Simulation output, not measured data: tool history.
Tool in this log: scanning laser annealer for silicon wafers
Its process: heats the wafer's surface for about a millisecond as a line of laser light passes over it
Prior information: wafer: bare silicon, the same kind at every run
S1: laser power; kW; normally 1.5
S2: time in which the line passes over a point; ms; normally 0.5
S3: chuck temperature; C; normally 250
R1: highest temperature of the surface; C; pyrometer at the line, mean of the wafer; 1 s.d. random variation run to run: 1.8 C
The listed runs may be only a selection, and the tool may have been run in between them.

run   hour     S1     S2   S3    R1
  1      0    1.5    0.5  250  1075
  2   11.4    1.5    0.5  289  1113
  3   16.8    1.5    0.5  250  1074
  4   29.9    1.5    0.5  250  1077
  5   40.3    1.5    0.5  250  1075
  6   48.1    1.5    0.5  250  1078
  7   56.4    1.5    0.5  250  1076
  8   64.6    1.5    0.5  250  1076
  9   71.6    1.5  0.517  250  1088
 10   84.3    1.5  0.517  252  1091
 11   95.2    1.5    0.5  250  1074
 12  105.8    1.5    0.5  250  1077
 13  113.7    1.5    0.5  250  1074
 14  119.3    1.5    0.5  250  1074
 15  131.5    1.5    0.5  250  1073
 16  139.4    1.5    0.5  250  1075
 17  144.8  1.562    0.5  250  1114
 18  151.3  1.562    0.5  250  1113
 19  161.2  1.562    0.5  250  1112
 20    170  1.562    0.5  250  1114
     174.1  -- laser's power meter calibrated
 21  179.5  1.622  0.366  250  1027
 22  185.1  1.542  0.366  221   953
 23  191.4  1.542  0.366  221   954
     200.5  -- laser's power meter calibrated, once more
 24  200.9    1.5  0.556  274  1139
 25    213  1.613  0.556  220  1161
 26  220.6  1.571    0.5  221  1089
 27  229.7  1.442  0.365  236   908
 28  238.5  1.608  0.476  284  1151
 29  250.7  1.343  0.506  281  1007
 30  256.8  1.343  0.506  281  1008
 31  266.1  1.278   0.42  221   849
 32  272.9  1.278   0.42  221   848
 33  282.6    1.5    0.5  247  1068
 34    290    1.5    0.5  247  1068
 35  295.7  1.442    0.5  247  1029
 36  305.2  1.586    0.5  240  1116
 37  311.6  1.586   0.35  279  1017
 38  323.9  1.586   0.35  236   973
 39  329.4  1.586   0.35  236   975

4 options for the next run, each taken on its own from the tool as it stands now. Forecast them:
  A  339.3  1.586  0.491  239   ?
  B  339.3  1.471  0.532  269   ?
  C  339.3  1.561  0.472  236   ?
  D  339.3    1.5    0.5  287   ?

run    R1
  A  1105
  B  1096
  C  1073
  D  1111
With the hidden condition removed and each run's random variation left untouched, the same runs would have given:
run    R1
  A  1124
  B  1113
  C  1090
  D  1128

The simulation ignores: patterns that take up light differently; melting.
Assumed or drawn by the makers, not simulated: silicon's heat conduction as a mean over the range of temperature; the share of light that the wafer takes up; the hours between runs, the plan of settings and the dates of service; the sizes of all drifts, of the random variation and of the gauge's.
